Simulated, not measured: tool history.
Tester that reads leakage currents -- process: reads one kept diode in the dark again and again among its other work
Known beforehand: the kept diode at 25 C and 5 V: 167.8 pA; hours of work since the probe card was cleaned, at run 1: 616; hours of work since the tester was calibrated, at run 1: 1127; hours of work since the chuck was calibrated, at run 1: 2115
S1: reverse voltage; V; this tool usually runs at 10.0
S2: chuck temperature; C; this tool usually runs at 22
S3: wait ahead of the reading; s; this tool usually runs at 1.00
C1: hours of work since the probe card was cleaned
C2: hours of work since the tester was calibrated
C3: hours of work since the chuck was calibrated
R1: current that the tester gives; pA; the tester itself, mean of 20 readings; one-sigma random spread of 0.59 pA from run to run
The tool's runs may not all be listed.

run     day    S1  S2    S3   C1    C2    C3      R1
  1   0.000  10.0  22  1.00  616  1127  2115  170.49
  2   2.912  10.0  27  1.00  655  1166  2153  255.46
  3   4.642   3.3  22  1.00  678  1189  2176   89.20
  4   5.971  10.0  22  1.00  695  1206  2194  169.92
  5   8.192  10.0  22  1.00  725  1236  2224  170.06
  6  10.921  11.2  22  1.00  762  1272  2260  181.77
  7  12.371  11.2  22  1.00  781  1292  2280  181.78
  8  13.892  18.8  22  0.32  801  1312  2300  251.30
     14.138  -- chuck's temperature calibrated
  9  16.462  10.0  22  0.69  834  1345    31  156.62
 10  18.062   1.8  24  1.00  856  1367    52   68.10
 11  19.629   1.7  22  1.00  877  1387    73   55.94
     21.821  -- chuck's temperature calibrated, once more
 12  22.538  15.7  37  4.07  914  1425    10  834.80
 13  23.729   1.5  41  9.96  930  1441    25  293.09

Entry by entry between the runs, the difference in hidden state between the last listed run before and the first listed run after:
Run 8 -> run 9: chuck's temperature calibrated (day 14.138)
  stray current of the dirty probe card, pA a volt: 0.646 -> 0.673; true chuck temperature over the reading, C: -2.07 -> -3.07
  what was measured, less what the result would be without the hidden state, R1: -33.61 -> -38.34 pA
Run 11 -> run 12: chuck's temperature calibrated, once more (day 21.821)
  stray current of the dirty probe card, pA a volt: 0.706 -> 0.734; true chuck temperature over the reading, C: -3.12 -> -0.15
  what was measured, less what the result would be without the hidden state, R1: -15.59 -> +0.10 pA
